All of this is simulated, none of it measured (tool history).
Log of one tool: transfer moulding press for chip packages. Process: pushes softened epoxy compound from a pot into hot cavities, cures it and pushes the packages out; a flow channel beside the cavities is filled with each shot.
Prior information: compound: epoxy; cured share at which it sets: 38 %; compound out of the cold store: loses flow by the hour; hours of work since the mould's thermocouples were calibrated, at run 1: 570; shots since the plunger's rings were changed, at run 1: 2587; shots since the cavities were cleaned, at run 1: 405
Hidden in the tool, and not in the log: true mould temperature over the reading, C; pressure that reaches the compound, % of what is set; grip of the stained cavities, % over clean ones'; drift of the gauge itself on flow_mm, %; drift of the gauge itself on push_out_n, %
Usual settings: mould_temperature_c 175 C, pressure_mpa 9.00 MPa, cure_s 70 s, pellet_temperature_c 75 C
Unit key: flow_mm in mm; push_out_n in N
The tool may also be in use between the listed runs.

run	day	mould_temperature_c	pressure_mpa	cure_s	pellet_temperature_c	hours of work since the mould's thermocouples were calibrated	shots since the plunger's rings were changed	shots since the cavities were cleaned	incoming compound's hours out of the cold store	flow_mm	push_out_n
1	0.000	175	9.00	70	75	570	2587	405	43.0	676	719
# day 0.571: cavities cleaned with cleaning compound and waxed
# day 0.742: mould's thermocouples calibrated
2	1.146	175	9.00	70	75	6	2955	181	42.4	671	562
3	1.900	175	9.00	87	75	16	3231	457	12.9	779	495
# day 2.371: cavities cleaned with cleaning compound and waxed
4	3.729	175	9.00	70	75	42	3880	499	25.4	723	749
# day 4.062: cavities cleaned with cleaning compound and waxed
5	5.017	175	9.00	70	75	59	4332	352	38.5	684	658
# day 5.754: cavities cleaned with cleaning compound and waxed
6	5.958	175	9.00	70	84	72	4655	75	31.6	699	476
7	6.971	175	10.20	70	84	86	5026	446	30.5	742	707
# day 7.454: cavities cleaned with cleaning compound and waxed
# day 8.500: mould's thermocouples calibrated, once more
8	8.775	175	10.20	70	84	4	5636	456	46.4	680	722
# day 9.262: cavities cleaned with cleaning compound and waxed
9	10.342	175	10.20	70	84	25	6189	397	8.5	823	772
# day 10.950: cavities cleaned with cleaning compound and waxed
10	11.196	175	10.20	70	84	37	6480	91	35.4	716	520
# day 12.042: plunger's sealing rings changed
11	12.046	171	9.00	70	75	47	1	364	42.7	703	899
# day 12.729: cavities cleaned with cleaning compound and waxed
12	13.271	177	9.00	70	75	64	429	199	14.0	799	620
13	14.221	177	9.00	70	75	77	778	548	20.2	765	763
# day 14.383: cavities cleaned with cleaning compound and waxed
14	15.888	177	9.00	70	75	100	1367	553	15.5	779	724
# day 16.088: cavities cleaned with cleaning compound and waxed
15	17.279	183	8.96	98	81	119	1856	439	13.7	770	452
# day 17.762: cavities cleaned with cleaning compound and waxed
16	18.838	183	7.71	92	71	140	2405	394	21.1	689	446
# day 19.488: cavities cleaned with cleaning compound and waxed
17	20.104	182	9.00	70	84	158	2848	228	37.0	680	438
# day 21.138: cavities cleaned with cleaning compound and waxed
18	21.288	182	9.00	70	84	174	3260	55	13.4	766	368

For run 19, what comes out?
19	22.104	182	9.00	70	84	185	3560	355	43.0	?	?

flow_mm: 663 mm
push_out_n: 484 N
Without the tool's hidden state the same run would have given flow_mm 688 mm, push_out_n 323 N.

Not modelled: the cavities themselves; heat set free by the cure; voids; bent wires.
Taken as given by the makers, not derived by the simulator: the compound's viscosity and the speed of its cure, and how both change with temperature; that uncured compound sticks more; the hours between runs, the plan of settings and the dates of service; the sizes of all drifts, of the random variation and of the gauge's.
